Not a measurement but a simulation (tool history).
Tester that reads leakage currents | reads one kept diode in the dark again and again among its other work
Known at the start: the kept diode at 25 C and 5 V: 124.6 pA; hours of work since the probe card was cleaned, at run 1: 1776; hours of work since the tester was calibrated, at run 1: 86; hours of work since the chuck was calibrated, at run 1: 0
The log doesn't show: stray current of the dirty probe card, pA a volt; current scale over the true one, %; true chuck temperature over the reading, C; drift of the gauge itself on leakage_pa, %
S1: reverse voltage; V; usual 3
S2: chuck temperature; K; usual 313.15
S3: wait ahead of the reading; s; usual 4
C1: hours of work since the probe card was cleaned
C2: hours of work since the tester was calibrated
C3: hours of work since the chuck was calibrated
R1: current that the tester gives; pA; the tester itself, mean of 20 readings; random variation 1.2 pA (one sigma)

run,hour,S1,S2,S3,C1,C2,C3,R1
1,0,3,313.15,4,1776,86,0,389.18
2,70.1,1.43,313.15,4,1814,123,38,298.56
3,192.2,1.25,313.15,4,1879,189,103,286.55
4,266.6,1.25,313.15,4.96,1919,229,143,287.87
5,349.1,1.25,313.15,4.96,1963,273,187,289.59
6,430.5,1.25,313.15,4.96,2007,317,231,289
7,506.4,1.25,313.15,4.96,2048,357,272,290.09
8,593.5,13.08,313.15,4,2094,404,319,685.64
9,692.7,13.08,296.15,4,2148,457,372,159.62
10,755.6,13.08,296.15,4,2182,491,406,160.54
11,866.3,13.08,296.15,4,2241,551,465,162.08
12,925.6,3,313.15,4.2,2273,582,497,406.21
13,993.1,3,313.15,4.2,2309,619,533,407.92
14,1109.3,3,313.15,0.72,2371,681,595,411.48
15,1210.1,3,308.15,4,2426,735,650,270.85
16,1262.3,3,308.15,4,2454,763,678,272.82
17,1358,3,308.15,4,2505,815,729,271.3
18,1480.1,3,308.15,4,2570,880,794,273.84
19,1536.3,3,300.15,4,2601,910,825,137.33
20,1618,3,300.15,4,2644,954,869,137.57
21,1675.1,14.09,296.15,7.79,2675,985,899,174.79
22,1734.6,2.71,310.15,4,2707,1017,931,314.85
23,1816.7,2.71,297.15,1.15,2751,1061,975,103.32
24,1933.3,2.45,312.15,5.01,2814,1123,1038,363.37
25,2028.2,2.45,312.15,2.22,2865,1174,1089,366.53
26,2101.1,4.74,294.15,4.4,2904,1213,1128,98.42
27,2195.2,4.74,304.15,2.74,2954,1264,1178,237.85
28,2260.8,8.39,313.15,1.97,2990,1299,1214,628.66
# hour 2292.5: chuck's temperature calibrated
29,2351.8,8.39,313.15,1.97,3037,1347,32,562.05
30,2451.9,8.39,328.15,1.97,3091,1401,86,1854.12
31,2572.3,3,294.15,0.54,3156,1465,150,75.84
# hour 2654.7: probe card cleaned and baked
32,2667.9,9.84,333.15,1.12,7,1515,200,2856.55
33,2718.5,3,313.15,9.82,34,1542,227,391
34,2816.4,3,298.15,0.38,87,1595,280,107.96
35,2890.5,3,318.15,8.15,127,1635,319,591.99
36,2966.6,11.86,295.15,2.46,167,1675,360,133.42
37,3030.7,11.86,295.15,2.46,202,1710,395,134.18
38,3140.7,1.15,309.15,4,261,1769,454,200.83
39,3217.3,1.94,314.15,4,302,1810,495,370.45

Hidden state or all else? Some run-to-run changes of R1, split into what the settings, what came in and random variation would give without the hidden state, and what is left for the hidden state (with any gauge scatter that isn't in both results):
Run 23 -> 24: S1 2.71 -> 2.45, S2 297.15 -> 312.15, S3 1.15 -> 5.01. R1 +260.05 pA: hidden state +22.06, all else +237.99.
Run 27 -> 28: S1 4.74 -> 8.39, S2 304.15 -> 313.15, S3 2.74 -> 1.97. R1 +390.81 pA: hidden state +40.36, all else +350.45.
Run 28 -> 29: chuck's temperature calibrated. R1 -66.61 pA: hidden state -67.01, all else +0.4.
Run 30 -> 31: S1 8.39 -> 3, S2 328.15 -> 294.15, S3 1.97 -> 0.54. R1 -1778.28 pA: hidden state +5.98, all else -1784.26.
Run 31 -> 32: S1 3 -> 9.84, S2 294.15 -> 333.15, S3 0.54 -> 1.12, probe card cleaned and baked. R1 +2780.71 pA: hidden state +6.66, all else +2774.05.
Run 32 -> 33: S1 9.84 -> 3, S2 333.15 -> 313.15, S3 1.12 -> 9.82. R1 -2465.55 pA: hidden state -6.36, all else -2459.19.

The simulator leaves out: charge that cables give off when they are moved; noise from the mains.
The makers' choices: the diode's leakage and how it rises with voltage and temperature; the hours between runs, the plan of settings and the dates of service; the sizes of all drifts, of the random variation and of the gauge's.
